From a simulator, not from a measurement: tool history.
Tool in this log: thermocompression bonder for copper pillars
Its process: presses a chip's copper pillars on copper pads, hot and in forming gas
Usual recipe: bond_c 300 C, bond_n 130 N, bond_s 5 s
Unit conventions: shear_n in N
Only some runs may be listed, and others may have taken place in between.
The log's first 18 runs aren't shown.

run,hour,bond_c,bond_n,bond_s,shear_n
19,497.2,300,130,5,56.7
20,523.6,300,79,5,39.6
21,558.9,300,130,9,71.4
22,583.7,287,130,5,48.2
23,607.6,320,111,5,62.6
24,633.5,327,130,5,73
25,649.3,327,130,5,70.2
26,674.8,327,130,5,70.5
27,708.2,327,130,5,71.1
28,738.5,300,185,5,68.8
29,772.8,272,185,5,50.3
30,793.7,275,146,3,35.6
31,816.7,275,146,3,36.4
32,834,300,142,5,57.9
33,863.7,293,109,3,35.6
34,887.3,293,109,3,34.8
35,906.4,329,109,9,76.2
36,937.2,326,130,5,68.3
# hour 939.5: forming gas filter changed
37,966.4,325,130,5,75.4
38,991.3,325,130,5,75.7
39,1021.8,326,118,3,59.1
40,1037.1,326,118,3,58.8
41,1054.4,271,85,12,39.7

3 options for the next run, each taken on its own from the tool as it stands now. Forecast them:
A,1070,271,125,6,?
B,1070,281,143,3,?
C,1070,300,85,3,?

run,shear_n
A,40.2
B,40.3
C,33.7
What these runs would have given with no unlogged condition in the tool:
run,shear_n
A,44.9
B,44.9
C,37.3
